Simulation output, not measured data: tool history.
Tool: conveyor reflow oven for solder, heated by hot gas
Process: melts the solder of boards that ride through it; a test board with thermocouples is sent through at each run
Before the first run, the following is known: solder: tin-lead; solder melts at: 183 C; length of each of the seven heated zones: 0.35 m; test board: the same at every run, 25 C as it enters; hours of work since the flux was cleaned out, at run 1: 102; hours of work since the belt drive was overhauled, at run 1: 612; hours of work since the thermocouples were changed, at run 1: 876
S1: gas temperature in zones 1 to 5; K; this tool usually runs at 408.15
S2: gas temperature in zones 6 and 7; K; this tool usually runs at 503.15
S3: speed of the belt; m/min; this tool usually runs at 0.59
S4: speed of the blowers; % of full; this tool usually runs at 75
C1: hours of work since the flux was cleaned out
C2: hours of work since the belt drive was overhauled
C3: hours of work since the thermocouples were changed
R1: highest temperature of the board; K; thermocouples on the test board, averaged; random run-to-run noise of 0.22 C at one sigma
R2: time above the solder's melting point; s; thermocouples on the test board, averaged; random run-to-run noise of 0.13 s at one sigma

| run | hour | S1 | S2 | S3 | S4 | C1 | C2 | C3 | R1 | R2 |
|---|---|---|---|---|---|---|---|---|---|---|
| 1 | 0 | 408.15 | 503.15 | 0.59 | 75 | 102 | 612 | 876 | 489.05 | 53.6 |
| 2 | 23.9 | 408.15 | 503.15 | 0.59 | 75 | 117 | 627 | 892 | 489.05 | 53.3 |
| 3 | 45.5 | 408.15 | 503.15 | 0.59 | 75 | 131 | 641 | 905 | 489.35 | 53.2 |
| 4 | 86.1 | 420.15 | 503.15 | 0.59 | 75 | 157 | 667 | 931 | 490.65 | 58.2 |
| 5 | 125.2 | 420.15 | 503.15 | 0.59 | 75 | 182 | 692 | 956 | 490.25 | 58.1 |
| 6 | 146.4 | 420.15 | 503.15 | 0.59 | 75 | 195 | 705 | 970 | 490.05 | 58.4 |
| 7 | 169.3 | 420.15 | 503.15 | 0.59 | 75 | 210 | 720 | 985 | 489.85 | 58.4 |
| 8 | 199.5 | 420.15 | 503.15 | 0.59 | 75 | 229 | 739 | 1004 | 489.85 | 58.2 |
| 9 | 236.6 | 420.15 | 503.15 | 0.59 | 75 | 253 | 763 | 1028 | 489.75 | 57.8 |
| 10 | 267.3 | 420.15 | 503.15 | 0.59 | 75 | 273 | 783 | 1047 | 489.45 | 57.8 |
| 11 | 310.2 | 420.15 | 503.15 | 0.59 | 75 | 300 | 810 | 1075 | 488.65 | 58 |
|  | 319 | flux residue cleaned out of gas plates and filters |
|  | 345.9 | thermocouples of zones 6 and 7 changed |
| 12 | 357.1 | 420.15 | 503.15 | 0.59 | 75 | 23 | 836 | 7 | 492.85 | 60.5 |
| 13 | 396.1 | 409.15 | 503.15 | 0.59 | 75 | 48 | 861 | 32 | 490.65 | 55.7 |
| 14 | 425.1 | 409.15 | 503.15 | 0.59 | 75 | 67 | 879 | 51 | 491.65 | 55.5 |
|  | 433 | belt drive overhauled, speed set with a stopwatch |
| 15 | 470.1 | 409.15 | 503.15 | 0.59 | 75 | 93 | 24 | 77 | 491.35 | 55.6 |
| 16 | 496.7 | 411.15 | 509.15 | 0.69 | 66 | 110 | 41 | 94 | 490.05 | 46.7 |
| 17 | 537.1 | 404.15 | 503.15 | 0.59 | 58 | 136 | 66 | 120 | 487.25 | 50.5 |
| 18 | 560.9 | 408.15 | 511.15 | 0.59 | 68 | 151 | 82 | 135 | 496.55 | 58.7 |
| 19 | 595.8 | 408.15 | 496.15 | 0.633 | 75 | 173 | 104 | 157 | 482.25 | 44.6 |
| 20 | 636.7 | 408.15 | 505.15 | 0.59 | 75 | 199 | 130 | 183 | 491.65 | 56 |
| 21 | 668.4 | 408.15 | 492.15 | 0.59 | 75 | 219 | 150 | 204 | 479.85 | 46.8 |
|  | 680 | belt drive overhauled, speed set with a stopwatch, once more |
| 22 | 702.2 | 408.15 | 497.15 | 0.59 | 75 | 239 | 14 | 223 | 483.25 | 48.1 |
| 23 | 743.5 | 408.15 | 497.15 | 0.59 | 75 | 265 | 41 | 249 | 483.95 | 48 |
| 24 | 774.9 | 396.15 | 516.15 | 0.664 | 87 | 285 | 61 | 269 | 496.45 | 47.4 |

Each row is a separate what-if for the run after 24, all from the same tool condition, not one after another. Results?
|  | 808.2 | flux residue cleaned out of gas plates and filters |
| A | 823.3 | 408.15 | 498.15 | 0.59 | 79 | 10 | 88 | 297 | ? | ? |
|  | 808.2 | flux residue cleaned out of gas plates and filters |
| B | 823.3 | 420.15 | 503.15 | 0.59 | 52 | 10 | 88 | 297 | ? | ? |
|  | 808.2 | flux residue cleaned out of gas plates and filters |
| C | 823.3 | 406.15 | 492.15 | 0.664 | 87 | 10 | 88 | 297 | ? | ? |

| run | R1 | R2 |
|---|---|---|
| A | 486.75 | 50.6 |
| B | 487.95 | 55 |
| C | 478.75 | 38.2 |
Without the tool's hidden state the same runs would have given:
| run | R1 | R2 |
|---|---|---|
| A | 487.65 | 51.3 |
| B | 488.75 | 55.5 |
| C | 479.55 | 38.9 |
